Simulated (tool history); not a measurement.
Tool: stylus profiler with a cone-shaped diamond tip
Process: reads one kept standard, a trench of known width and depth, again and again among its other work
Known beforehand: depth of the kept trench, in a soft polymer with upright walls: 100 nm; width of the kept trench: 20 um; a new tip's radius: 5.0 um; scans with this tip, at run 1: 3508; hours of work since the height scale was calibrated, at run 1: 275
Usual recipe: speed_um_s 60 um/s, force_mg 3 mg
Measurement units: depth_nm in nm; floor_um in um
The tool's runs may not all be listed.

run,day,speed_um_s,force_mg,scans with this tip,hours of work since the height scale was calibrated,depth_nm,floor_um
1,0,60,3,3508,275,101.34,16.92
2,3.654,60,3,4189,329,101.32,16.79
3,7.925,60,3,4986,391,101.37,16.64
4,11.746,25,3,5698,447,101.45,16.63
5,15.888,25,3,6471,508,101.4,16.55
6,19.8,60,3,7201,565,101.38,16.33
7,22.854,60,2.27,7770,609,101.24,16.17
8,26.742,60,2.27,8495,666,101.25,16.14
# day 27.483: new tip fitted, height scale calibrated
9,30.717,60,1.26,603,47,100.66,17.59
# day 30.938: height scale calibrated on a step standard
10,34.846,60,3,1369,57,101.12,17.48
11,36.942,60,3,1761,88,101.18,17.38
12,41.142,40,3,2544,149,101.24,17.32
13,44.367,40,3,3146,197,101.27,17.16
14,46.321,43,1.81,3510,225,100.89,17.06
15,49.979,43,1.81,4192,279,100.88,16.94
16,52.779,35,5.6,4714,320,101.9,16.9
17,56.154,105,2.55,5344,369,101.15,16.55
# day 56.562: height scale calibrated on a step standard, once more
18,58.396,105,2.55,5758,27,101.07,16.53
19,62.017,105,2.55,6434,80,101.1,16.38
20,64.771,75,2.55,6947,120,101.12,16.4

Forecast run 21:
21,68.717,75,1.79,7683,178,?,?

{"run 21": {"depth_nm": 100.92, "floor_um": 16.26}}
Take away the tool's hidden state, keep the run-to-run variation as it was, and the same run would have given depth_nm 100.84 nm, floor_um 17.79 um.
